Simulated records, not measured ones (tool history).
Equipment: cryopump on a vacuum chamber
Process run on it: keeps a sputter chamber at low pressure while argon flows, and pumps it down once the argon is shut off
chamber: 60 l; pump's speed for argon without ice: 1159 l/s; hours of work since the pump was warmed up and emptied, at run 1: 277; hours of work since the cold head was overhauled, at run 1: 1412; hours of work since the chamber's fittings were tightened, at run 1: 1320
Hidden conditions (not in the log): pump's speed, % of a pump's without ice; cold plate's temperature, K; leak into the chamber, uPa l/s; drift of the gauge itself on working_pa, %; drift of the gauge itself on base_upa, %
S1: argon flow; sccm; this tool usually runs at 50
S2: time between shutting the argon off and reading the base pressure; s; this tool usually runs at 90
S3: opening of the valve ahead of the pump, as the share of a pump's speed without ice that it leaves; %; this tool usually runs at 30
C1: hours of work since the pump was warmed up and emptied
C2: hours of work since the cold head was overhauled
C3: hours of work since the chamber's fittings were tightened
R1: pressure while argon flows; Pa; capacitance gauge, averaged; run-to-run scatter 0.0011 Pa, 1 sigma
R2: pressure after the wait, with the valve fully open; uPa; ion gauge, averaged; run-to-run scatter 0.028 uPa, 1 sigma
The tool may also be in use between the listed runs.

| run | hour | S1 | S2 | S3 | C1 | C2 | C3 | R1 | R2 |
|---|---|---|---|---|---|---|---|---|---|
| 1 | 0 | 50 | 90 | 30 | 277 | 1412 | 1320 | 0.2477 | 3.95 |
| 2 | 89.4 | 50 | 90 | 30 | 324 | 1458 | 1366 | 0.2475 | 4.22 |
| 3 | 190.3 | 50 | 90 | 30 | 377 | 1511 | 1419 | 0.2471 | 4.17 |
| 4 | 308.6 | 50 | 90 | 16 | 438 | 1573 | 1481 | 0.4625 | 4.33 |
| 5 | 364.6 | 50 | 90 | 16 | 468 | 1602 | 1510 | 0.4638 | 4.4 |
| 6 | 428.3 | 50 | 90 | 16 | 501 | 1635 | 1543 | 0.4617 | 4.65 |
| 7 | 522.1 | 50 | 188 | 30 | 550 | 1684 | 1592 | 0.2493 | 4.26 |
|  | 602.7 | leaking fittings of the chamber tightened, without venting |
| 8 | 639.8 | 50 | 188 | 30 | 610 | 1745 | 19 | 0.2485 | 0.84 |
| 9 | 730 | 50 | 188 | 30 | 657 | 1792 | 66 | 0.2508 | 0.89 |
| 10 | 825.4 | 50 | 90 | 30 | 707 | 1841 | 116 | 0.2499 | 1.59 |
| 11 | 912 | 50 | 21 | 30 | 752 | 1887 | 161 | 0.2513 | 5.03 |
| 12 | 968 | 50 | 21 | 30 | 781 | 1916 | 191 | 0.2519 | 4.97 |
| 13 | 1032.4 | 50 | 21 | 30 | 815 | 1949 | 224 | 0.2535 | 5.12 |
| 14 | 1109.9 | 50 | 21 | 30 | 856 | 1990 | 265 | 0.2549 | 5.23 |
| 15 | 1208.5 | 49 | 90 | 19 | 907 | 2041 | 316 | 0.3854 | 1.98 |
| 16 | 1303.3 | 46 | 170 | 30 | 956 | 2091 | 366 | 0.2353 | 1.64 |
| 17 | 1378.8 | 45 | 89 | 52 | 996 | 2130 | 405 | 0.1364 | 2.26 |
| 18 | 1430.8 | 45 | 89 | 52 | 1023 | 2157 | 432 | 0.1368 | 2.37 |
| 19 | 1483.2 | 32 | 24 | 52 | 1050 | 2185 | 460 | 0.0979 | 5.16 |
|  | 1556.9 | pump warmed up, emptied and cooled again |
| 20 | 1556.9 | 29 | 40 | 32 | 0 | 2221 | 495 | 0.1335 | 3.54 |
| 21 | 1634.9 | 29 | 40 | 32 | 41 | 2261 | 536 | 0.1322 | 3.68 |
| 22 | 1706.6 | 94 | 40 | 32 | 78 | 2299 | 574 | 0.4355 | 3.71 |
| 23 | 1807.6 | 94 | 153 | 32 | 131 | 2351 | 626 | 0.4338 | 2.07 |
| 24 | 1889.3 | 57 | 128 | 58 | 173 | 2394 | 669 | 0.1473 | 2.3 |
| 25 | 1986.6 | 55 | 60 | 30 | 224 | 2445 | 720 | 0.2705 | 3.24 |

4 ways to go on from here, each from the tool as it stands after run 25. What would each give?
| A | 2050 | 28 | 295 | 30 | 257 | 2478 | 753 | ? | ? |
| B | 2050 | 45 | 33 | 30 | 257 | 2478 | 753 | ? | ? |
| C | 2050 | 52 | 98 | 30 | 257 | 2478 | 753 | ? | ? |
| D | 2050 | 55 | 41 | 30 | 257 | 2478 | 753 | ? | ? |

| run | R1 | R2 |
|---|---|---|
| A | 0.1371 | 2.06 |
| B | 0.2237 | 4.48 |
| C | 0.2552 | 2.64 |
| D | 0.2743 | 3.93 |
Take away the tool's hidden state, keep each run's random variation, and the runs would have read:
| run | R1 | R2 |
|---|---|---|
| A | 0.1348 | 0.58 |
| B | 0.22 | 3.02 |
| C | 0.251 | 1.18 |
| D | 0.2697 | 2.47 |
